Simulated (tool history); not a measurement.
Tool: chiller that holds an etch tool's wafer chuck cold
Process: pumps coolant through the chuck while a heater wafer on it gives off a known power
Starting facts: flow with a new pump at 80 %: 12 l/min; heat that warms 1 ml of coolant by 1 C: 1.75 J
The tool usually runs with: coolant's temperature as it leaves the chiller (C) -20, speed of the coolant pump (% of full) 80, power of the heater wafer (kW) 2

run   hour  coolant's temperature as it leaves the chiller (C)  speed of the coolant pump (% of full)  power of the heater wafer (kW)  chuck's temperature once it has settled (C)  how much warmer the coolant comes back (C)
  1      0                                                 -20                                     80                               2                                         -2.2                                        5.75
  2   28.2                                                 -20                                     69                               2                                         -0.5                                        6.68
  3   72.7                                                 -20                                     69                               2                                         -0.6                                        6.67
  4  108.6                                                 -16                                     80                               2                                          1.8                                        5.78
  5  144.5                                                 -16                                     80                               2                                          1.9                                        5.79
  6  179.2                                                 -16                                     80                               2                                          1.9                                        5.78
  7  242.3                                                 -16                                     80                               2                                          1.8                                        5.75
  8  269.3                                                 -16                                     80                               2                                          1.8                                        5.83
  9  297.6                                                 -26                                     80                               2                                         -8.3                                        5.76
 10  347.1                                                 -20                                     80                           1.991                                         -2.3                                        5.79
 11  378.1                                                 -20                                     80                           1.991                                           -2                                        5.76
 12    407                                                 -20                                     80                           1.991                                         -2.1                                        5.78
 13  457.9                                                 -20                                     80                           1.991                                         -2.2                                        5.82
 14  500.7                                                 -20                                     70                               2                                         -0.7                                        6.57
     534.8  -- chiller's thermometer calibrated
 15  543.2                                                 -20                                     80                               2                                         -1.4                                        5.81
 16  594.3                                                 -20                                     94                               2                                         -3.1                                        5.01

Estimate the outcome of run 17 from the log above:
 17   636                                                 -20                                     85                           1.718                                            ?                                           ?

{"run 17": {"chuck's temperature once it has settled (C)": -4.5, "how much warmer the coolant comes back (C)": 4.73}}
Minus the tool's unlogged condition, the same run would have read chuck's temperature once it has settled (C) -5.7, how much warmer the coolant comes back (C) 4.64.
